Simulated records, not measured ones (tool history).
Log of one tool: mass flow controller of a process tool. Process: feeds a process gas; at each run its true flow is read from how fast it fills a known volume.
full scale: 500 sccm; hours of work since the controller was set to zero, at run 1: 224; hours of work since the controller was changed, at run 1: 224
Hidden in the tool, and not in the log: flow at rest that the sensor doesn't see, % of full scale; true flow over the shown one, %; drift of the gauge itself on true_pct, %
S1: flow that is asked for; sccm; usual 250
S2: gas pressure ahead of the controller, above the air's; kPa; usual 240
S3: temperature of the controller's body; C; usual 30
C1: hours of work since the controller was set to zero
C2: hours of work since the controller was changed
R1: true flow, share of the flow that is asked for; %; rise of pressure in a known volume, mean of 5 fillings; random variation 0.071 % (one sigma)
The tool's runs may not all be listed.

run    hour   S1   S2  S3    C1    C2      R1
  1     0.0  250  240  30   224   224  100.32
  2    91.2  250  240  30   255   255  100.26
  3   227.6  250  240  30   302   302  100.39
  4   379.0  250  240  30   353   353  100.41
  5   494.2  250  240  30   392   392  100.22
  6   628.2  250  152  30   438   438   99.96
  7   717.8  250  152  30   468   468   99.97
  8   825.0   69  240  30   505   505  100.17
  9   953.0   69  240  30   549   549  100.18
 10  1044.1  250  240  30   580   580  100.30
 11  1149.2  250  165  30   615   615  100.11
 12  1233.0  372  169  29   644   644  100.04
 13  1302.9  250  240  31   668   668  100.35
 14  1382.2   91  240  30   695   695  100.20
 15  1501.2   91  240  30   735   735  100.06
 16  1623.2   95  181  30   777   777   99.96
 17  1730.6  110  240  20   813   813   99.48
 18  1835.1  291  253  30   849   849  100.55
 19  1951.3  250  192  30   888   888  100.24
 20  2051.6  223  196  30   923   923  100.03
 21  2200.8  223  196  30   973   973  100.23
 22  2338.3  428  262  32  1020  1020  100.64

Forecast each of these 4 alternatives for the next run:
  A  2420.6  160  202  20  1048  1048   ?
  B  2420.6   83  256  25  1048  1048   ?
  C  2420.6   53  145  23  1048  1048   ?
  D  2420.6  250  169  30  1048  1048   ?

run      R1
  A   99.21
  B   99.93
  C   99.32
  D  100.17
Without the tool's hidden state the same runs would have given:
run      R1
  A   99.21
  B   99.93
  C   99.31
  D  100.17

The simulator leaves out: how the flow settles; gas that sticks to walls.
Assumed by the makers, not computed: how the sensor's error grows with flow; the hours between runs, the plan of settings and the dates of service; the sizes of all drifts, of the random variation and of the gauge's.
